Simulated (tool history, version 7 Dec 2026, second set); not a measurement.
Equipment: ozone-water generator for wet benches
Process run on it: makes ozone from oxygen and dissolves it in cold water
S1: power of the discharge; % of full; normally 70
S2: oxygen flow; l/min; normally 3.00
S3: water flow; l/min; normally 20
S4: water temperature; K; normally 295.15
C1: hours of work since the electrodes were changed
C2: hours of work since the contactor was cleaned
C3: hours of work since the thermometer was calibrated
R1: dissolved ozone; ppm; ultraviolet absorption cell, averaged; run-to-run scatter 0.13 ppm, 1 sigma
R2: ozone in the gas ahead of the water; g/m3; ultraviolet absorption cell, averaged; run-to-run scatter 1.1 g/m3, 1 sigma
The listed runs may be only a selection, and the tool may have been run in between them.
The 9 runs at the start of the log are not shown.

| run | hour | S1 | S2 | S3 | S4 | C1 | C2 | C3 | R1 | R2 |
|---|---|---|---|---|---|---|---|---|---|---|
| 10 | 873.7 | 84 | 3.00 | 20 | 295.15 | 3191 | 742 | 254 | 15.6 | 222.9 |
| 11 | 994.4 | 70 | 3.00 | 14 | 295.15 | 3294 | 844 | 356 | 17.5 | 184.4 |
| 12 | 1116.0 | 70 | 3.00 | 14 | 295.15 | 3397 | 948 | 460 | 17.8 | 186.9 |
| 13 | 1186.4 | 70 | 3.00 | 14 | 295.15 | 3457 | 1007 | 519 | 17.7 | 186.9 |
| 14 | 1274.3 | 70 | 3.00 | 14 | 295.15 | 3532 | 1082 | 594 | 17.8 | 186.8 |
| 15 | 1368.7 | 70 | 3.00 | 14 | 295.15 | 3612 | 1162 | 674 | 17.7 | 187.1 |
| 16 | 1431.6 | 70 | 3.00 | 22 | 295.15 | 3665 | 1216 | 728 | 11.8 | 186.4 |
| 17 | 1516.7 | 70 | 3.00 | 22 | 295.15 | 3737 | 1288 | 800 | 12.1 | 187.7 |
| 18 | 1601.2 | 70 | 3.00 | 22 | 295.15 | 3809 | 1360 | 872 | 11.9 | 187.0 |
| 19 | 1658.9 | 46 | 3.00 | 27 | 297.15 | 3858 | 1409 | 921 | 6.5 | 126.7 |
| 20 | 1778.9 | 46 | 3.00 | 27 | 297.15 | 3960 | 1511 | 1023 | 6.6 | 126.2 |
| 21 | 1898.6 | 46 | 1.51 | 30 | 297.15 | 4062 | 1612 | 1125 | 5.1 | 192.0 |
| 22 | 2031.3 | 70 | 3.00 | 31 | 290.15 | 4175 | 1725 | 1237 | 8.8 | 189.3 |
| 23 | 2112.7 | 64 | 3.00 | 20 | 302.15 | 4244 | 1794 | 1306 | 11.3 | 172.1 |
| 24 | 2233.3 | 70 | 3.00 | 20 | 295.15 | 4346 | 1897 | 1409 | 12.9 | 186.4 |
| 25 | 2358.2 | 54 | 3.85 | 20 | 295.15 | 4452 | 2003 | 1515 | 10.2 | 126.0 |
| 26 | 2457.3 | 54 | 3.85 | 20 | 295.15 | 4536 | 2087 | 1599 | 10.4 | 126.4 |
| 27 | 2562.4 | 49 | 2.40 | 13 | 295.15 | 4626 | 2176 | 1689 | 13.6 | 152.9 |
| 28 | 2635.7 | 49 | 2.40 | 13 | 295.15 | 4688 | 2239 | 1751 | 13.4 | 154.5 |
| 29 | 2743.0 | 49 | 2.40 | 13 | 292.15 | 4779 | 2330 | 1842 | 14.1 | 153.4 |
| 30 | 2829.7 | 49 | 3.00 | 21 | 297.15 | 4853 | 2404 | 1916 | 8.8 | 133.0 |
| 31 | 2914.0 | 93 | 3.11 | 15 | 294.15 | 4925 | 2475 | 1987 | 22.2 | 237.4 |
| 32 | 2985.3 | 54 | 3.11 | 12 | 294.15 | 4985 | 2536 | 2048 | 15.7 | 143.8 |
| 33 | 3107.5 | 70 | 4.08 | 20 | 302.15 | 5089 | 2640 | 2152 | 11.8 | 153.3 |

What if the next run were any one of these 3? Each begins from the tool's condition after run 33:
| A | 3179.5 | 82 | 3.00 | 16 | 289.15 | 5150 | 2701 | 2213 | ? | ? |
| B | 3179.5 | 70 | 3.00 | 20 | 294.15 | 5150 | 2701 | 2213 | ? | ? |
| C | 3179.5 | 54 | 4.11 | 15 | 302.15 | 5150 | 2701 | 2213 | ? | ? |

| run | R1 | R2 |
|---|---|---|
| A | 19.7 | 215.6 |
| B | 13.1 | 186.7 |
| C | 11.3 | 120.6 |
With the hidden condition removed and each run's random variation left untouched, the same runs would have given:
| run | R1 | R2 |
|---|---|---|
| A | 19.8 | 215.9 |
| B | 13.2 | 187.0 |
| C | 11.4 | 120.7 |
